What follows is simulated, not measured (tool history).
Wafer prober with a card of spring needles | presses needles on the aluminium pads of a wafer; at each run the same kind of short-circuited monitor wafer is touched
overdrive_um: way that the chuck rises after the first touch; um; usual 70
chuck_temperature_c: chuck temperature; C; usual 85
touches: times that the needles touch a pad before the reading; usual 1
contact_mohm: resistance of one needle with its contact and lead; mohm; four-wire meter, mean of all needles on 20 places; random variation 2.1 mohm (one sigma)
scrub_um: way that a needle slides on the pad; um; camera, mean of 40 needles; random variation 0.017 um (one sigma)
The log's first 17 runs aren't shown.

run,hour,overdrive_um,chuck_temperature_c,touches,contact_mohm,scrub_um
# hour 410.7: tips cleaned on abrasive film
18,418.2,68,38,2,294,12.03
# hour 433.4: tips cleaned on abrasive film
19,449.6,75,85,2,314,13.29
# hour 456.6: tips cleaned on abrasive film
20,475,64,30,1,413,11.27
# hour 478.3: tips cleaned on abrasive film
# hour 500.8: tips cleaned on abrasive film
21,500.8,60,26,3,235,10.55
22,519.9,68,85,1,385,11.98
# hour 524.3: tips cleaned on abrasive film
# hour 547.2: tips cleaned on abrasive film
23,554.6,78,112,1,314,13.77
# hour 563.5: height of the first contact set anew
# hour 571.9: tips cleaned on abrasive film
24,575.9,70,85,1,306,12.54
# hour 594.6: tips cleaned on abrasive film
25,608.2,70,85,1,359,12.53
# hour 618.3: tips cleaned on abrasive film
26,634.6,64,25,2,323,11.46
# hour 641.2: tips cleaned on abrasive film
27,662.1,70,47,2,326,12.51
# hour 665.4: tips cleaned on abrasive film
28,686.7,70,47,2,324,12.46
# hour 689.1: tips cleaned on abrasive film
# hour 711.8: tips cleaned on abrasive film
29,722,55,85,1,423,9.77
# hour 735: tips cleaned on abrasive film
30,750.2,88,86,1,324,15.66
# hour 759.7: tips cleaned on abrasive film
31,777.4,88,86,1,331,15.66

Forecast each of these 4 alternatives for the next run:
# hour 782.9: tips cleaned on abrasive film
# hour 805.7: tips cleaned on abrasive film
A,815.6,74,67,2,?,?
# hour 782.9: tips cleaned on abrasive film
# hour 805.7: tips cleaned on abrasive film
B,815.6,84,46,3,?,?
# hour 782.9: tips cleaned on abrasive film
# hour 805.7: tips cleaned on abrasive film
C,815.6,70,85,1,?,?
# hour 782.9: tips cleaned on abrasive film
# hour 805.7: tips cleaned on abrasive film
D,815.6,63,112,1,?,?

run,contact_mohm,scrub_um
A,295,13.1
B,256,14.9
C,351,12.39
D,375,11.15
Without the tool's hidden state the same runs would have given:
run,contact_mohm,scrub_um
A,232,13.27
B,225,15.07
C,240,12.56
D,247,11.32
